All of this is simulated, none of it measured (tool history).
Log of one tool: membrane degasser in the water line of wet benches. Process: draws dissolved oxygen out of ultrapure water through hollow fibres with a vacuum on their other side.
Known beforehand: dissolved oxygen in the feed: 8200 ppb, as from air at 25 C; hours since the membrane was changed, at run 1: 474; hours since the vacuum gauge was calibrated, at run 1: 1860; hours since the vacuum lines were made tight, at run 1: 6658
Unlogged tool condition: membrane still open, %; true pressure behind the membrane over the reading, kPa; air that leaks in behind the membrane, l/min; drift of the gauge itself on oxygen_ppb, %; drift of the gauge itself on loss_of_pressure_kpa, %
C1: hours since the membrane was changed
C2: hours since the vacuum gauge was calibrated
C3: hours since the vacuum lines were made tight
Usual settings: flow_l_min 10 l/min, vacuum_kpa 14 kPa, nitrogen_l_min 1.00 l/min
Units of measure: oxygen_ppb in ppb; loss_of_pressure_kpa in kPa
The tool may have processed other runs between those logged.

{"run": 1, "hour": 0.0, "flow_l_min": 10, "vacuum_kpa": 14, "nitrogen_l_min": 1.0, "C1": 474, "C2": 1860, "C3": 6658, "oxygen_ppb": 259.9, "loss_of_pressure_kpa": 39.42}
{"run": 2, "hour": 151.4, "flow_l_min": 10, "vacuum_kpa": 14, "nitrogen_l_min": 1.0, "C1": 626, "C2": 2011, "C3": 6810, "oxygen_ppb": 257.2, "loss_of_pressure_kpa": 39.32}
{"run": 3, "hour": 456.6, "flow_l_min": 8, "vacuum_kpa": 14, "nitrogen_l_min": 1.0, "C1": 931, "C2": 2316, "C3": 7115, "oxygen_ppb": 208.5, "loss_of_pressure_kpa": 31.38}
{"hour": 564.5, "done": "seals of the vacuum lines changed"}
{"run": 4, "hour": 790.5, "flow_l_min": 8, "vacuum_kpa": 14, "nitrogen_l_min": 1.0, "C1": 1263, "C2": 2648, "C3": 226, "oxygen_ppb": 203.7, "loss_of_pressure_kpa": 31.51}
{"run": 5, "hour": 1016.8, "flow_l_min": 10, "vacuum_kpa": 14, "nitrogen_l_min": 1.0, "C1": 1489, "C2": 2875, "C3": 452, "oxygen_ppb": 264.0, "loss_of_pressure_kpa": 39.42}
{"run": 6, "hour": 1207.2, "flow_l_min": 11, "vacuum_kpa": 14, "nitrogen_l_min": 1.0, "C1": 1680, "C2": 3065, "C3": 643, "oxygen_ppb": 287.4, "loss_of_pressure_kpa": 43.37}
{"run": 7, "hour": 1517.8, "flow_l_min": 11, "vacuum_kpa": 14, "nitrogen_l_min": 1.0, "C1": 1990, "C2": 3376, "C3": 953, "oxygen_ppb": 295.4, "loss_of_pressure_kpa": 43.14}
{"run": 8, "hour": 1819.9, "flow_l_min": 11, "vacuum_kpa": 14, "nitrogen_l_min": 1.0, "C1": 2292, "C2": 3678, "C3": 1255, "oxygen_ppb": 289.4, "loss_of_pressure_kpa": 43.37}
{"run": 9, "hour": 2128.7, "flow_l_min": 7, "vacuum_kpa": 14, "nitrogen_l_min": 1.0, "C1": 2601, "C2": 3987, "C3": 1564, "oxygen_ppb": 176.8, "loss_of_pressure_kpa": 27.76}
{"run": 10, "hour": 2329.5, "flow_l_min": 7, "vacuum_kpa": 14, "nitrogen_l_min": 1.0, "C1": 2802, "C2": 4187, "C3": 1765, "oxygen_ppb": 179.1, "loss_of_pressure_kpa": 27.76}
{"run": 11, "hour": 2581.0, "flow_l_min": 7, "vacuum_kpa": 14, "nitrogen_l_min": 1.0, "C1": 3053, "C2": 4439, "C3": 2017, "oxygen_ppb": 180.7, "loss_of_pressure_kpa": 27.82}
{"run": 12, "hour": 2770.5, "flow_l_min": 7, "vacuum_kpa": 14, "nitrogen_l_min": 1.0, "C1": 3243, "C2": 4628, "C3": 2206, "oxygen_ppb": 180.3, "loss_of_pressure_kpa": 27.88}
{"hour": 2847.0, "done": "vacuum gauge calibrated"}
{"run": 13, "hour": 3030.9, "flow_l_min": 7, "vacuum_kpa": 14, "nitrogen_l_min": 1.0, "C1": 3503, "C2": 184, "C3": 2466, "oxygen_ppb": 183.6, "loss_of_pressure_kpa": 27.95}
{"run": 14, "hour": 3391.4, "flow_l_min": 7, "vacuum_kpa": 14, "nitrogen_l_min": 1.0, "C1": 3863, "C2": 544, "C3": 2826, "oxygen_ppb": 178.9, "loss_of_pressure_kpa": 27.29}
{"run": 15, "hour": 3549.7, "flow_l_min": 9, "vacuum_kpa": 14, "nitrogen_l_min": 1.0, "C1": 4022, "C2": 703, "C3": 2985, "oxygen_ppb": 231.1, "loss_of_pressure_kpa": 35.53}
{"run": 16, "hour": 3831.2, "flow_l_min": 7, "vacuum_kpa": 14, "nitrogen_l_min": 1.0, "C1": 4303, "C2": 984, "C3": 3266, "oxygen_ppb": 183.1, "loss_of_pressure_kpa": 27.87}
{"run": 17, "hour": 4155.6, "flow_l_min": 6, "vacuum_kpa": 14, "nitrogen_l_min": 1.0, "C1": 4627, "C2": 1309, "C3": 3591, "oxygen_ppb": 156.1, "loss_of_pressure_kpa": 23.99}
{"run": 18, "hour": 4411.5, "flow_l_min": 6, "vacuum_kpa": 14, "nitrogen_l_min": 1.0, "C1": 4883, "C2": 1564, "C3": 3846, "oxygen_ppb": 155.9, "loss_of_pressure_kpa": 23.59}

Run 19 has not been measured yet. What should we expect?
{"run": 19, "hour": 4673.8, "flow_l_min": 8, "vacuum_kpa": 14, "nitrogen_l_min": 0.46, "C1": 5146, "C2": 1827, "C3": 4109, "oxygen_ppb": "?", "loss_of_pressure_kpa": "?"}

{"run 19": {"oxygen_ppb": 404.8, "loss_of_pressure_kpa": 31.75}}
Take away the tool's hidden state, keep the run-to-run variation as it was, and the same run would have given oxygen_ppb 404.6 ppb, loss_of_pressure_kpa 31.72 kPa.
